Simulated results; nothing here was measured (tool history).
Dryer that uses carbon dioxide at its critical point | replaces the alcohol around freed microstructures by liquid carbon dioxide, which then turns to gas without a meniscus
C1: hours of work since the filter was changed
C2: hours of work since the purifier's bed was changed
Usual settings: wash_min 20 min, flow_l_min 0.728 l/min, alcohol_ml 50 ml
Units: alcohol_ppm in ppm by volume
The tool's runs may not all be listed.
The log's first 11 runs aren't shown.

run 12 hour=87.2 | wash_min=20 flow_l_min=0.728 alcohol_ml=48 | C1=226 C2=143 | alcohol_ppm=110
run 13 hour=95.7 | wash_min=20 flow_l_min=0.728 alcohol_ml=48 | C1=231 C2=148 | alcohol_ppm=121
run 14 hour=101.5 | wash_min=20 flow_l_min=0.523 alcohol_ml=50 | C1=235 C2=151 | alcohol_ppm=472
run 15 hour=107.4 | wash_min=20 flow_l_min=0.523 alcohol_ml=50 | C1=238 C2=155 | alcohol_ppm=453
run 16 hour=116.6 | wash_min=22 flow_l_min=0.728 alcohol_ml=50 | C1=244 C2=160 | alcohol_ppm=93
run 17 hour=127.4 | wash_min=20 flow_l_min=0.728 alcohol_ml=101 | C1=250 C2=167 | alcohol_ppm=232
run 18 hour=138.2 | wash_min=20 flow_l_min=0.728 alcohol_ml=101 | C1=257 C2=173 | alcohol_ppm=227
run 19 hour=146.3 | wash_min=20 flow_l_min=0.728 alcohol_ml=101 | C1=262 C2=178 | alcohol_ppm=212
run 20 hour=154.4 | wash_min=20 flow_l_min=0.728 alcohol_ml=101 | C1=267 C2=183 | alcohol_ppm=225
run 21 hour=160.9 | wash_min=20 flow_l_min=0.728 alcohol_ml=101 | C1=270 C2=187 | alcohol_ppm=227
run 22 hour=167.6 | wash_min=20 flow_l_min=0.728 alcohol_ml=101 | C1=274 C2=191 | alcohol_ppm=231
run 23 hour=177.5 | wash_min=20 flow_l_min=0.728 alcohol_ml=101 | C1=280 C2=197 | alcohol_ppm=249

The next listed run, before its measurement:
run 24 hour=184.3 | wash_min=20 flow_l_min=0.728 alcohol_ml=30 | C1=284 C2=201 | alcohol_ppm=?

alcohol_ppm: 109 ppm by volume
Without the tool's hidden state the same run would have given alcohol_ppm 44 ppm by volume.

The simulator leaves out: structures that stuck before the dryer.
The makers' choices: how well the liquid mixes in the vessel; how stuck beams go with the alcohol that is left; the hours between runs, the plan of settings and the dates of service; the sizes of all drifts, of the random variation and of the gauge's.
